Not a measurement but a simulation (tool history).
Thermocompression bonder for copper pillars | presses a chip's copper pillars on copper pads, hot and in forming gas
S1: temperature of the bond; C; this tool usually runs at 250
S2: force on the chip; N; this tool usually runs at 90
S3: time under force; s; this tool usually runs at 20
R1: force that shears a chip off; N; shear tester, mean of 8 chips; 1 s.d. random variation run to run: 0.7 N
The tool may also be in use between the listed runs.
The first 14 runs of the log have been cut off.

run 15 hour=153.0 | S1=250 S2=90 S3=20 | R1=48.3
run 16 hour=168.4 | S1=250 S2=127 S3=20 | R1=56.1
run 17 hour=176.0 | S1=250 S2=90 S3=34 | R1=56.1
run 18 hour=190.8 | S1=250 S2=90 S3=20 | R1=47.7
run 19 hour=202.1 | S1=250 S2=90 S3=20 | R1=47.4
run 20 hour=215.4 | S1=250 S2=90 S3=20 | R1=47.2
run 21 hour=224.6 | S1=256 S2=97 S3=19 | R1=49.6
run 22 hour=238.9 | S1=250 S2=121 S3=25 | R1=57.7
run 23 hour=250.8 | S1=250 S2=121 S3=40 | R1=63.4
run 24 hour=261.1 | S1=233 S2=74 S3=29 | R1=42.1
run 25 hour=271.7 | S1=264 S2=93 S3=23 | R1=54.8
run 26 hour=282.4 | S1=264 S2=93 S3=23 | R1=55.5
run 27 hour=293.3 | S1=264 S2=91 S3=12 | R1=45.6
run 28 hour=301.9 | S1=264 S2=91 S3=12 | R1=44.5
run 29 hour=313.3 | S1=258 S2=76 S3=17 | R1=43.3
run 30 hour=322.2 | S1=258 S2=72 S3=13 | R1=39.8
run 31 hour=334.4 | S1=258 S2=72 S3=13 | R1=38.7

Run 32, settings as shown, results not yet in. Your forecast:
run 32 hour=345.5 | S1=273 S2=96 S3=20 | R1=?

{"run 32": {"R1": 56.3}}
With the hidden condition absent and the run-to-run variation left alone, this run would have shown R1 60.2 N.
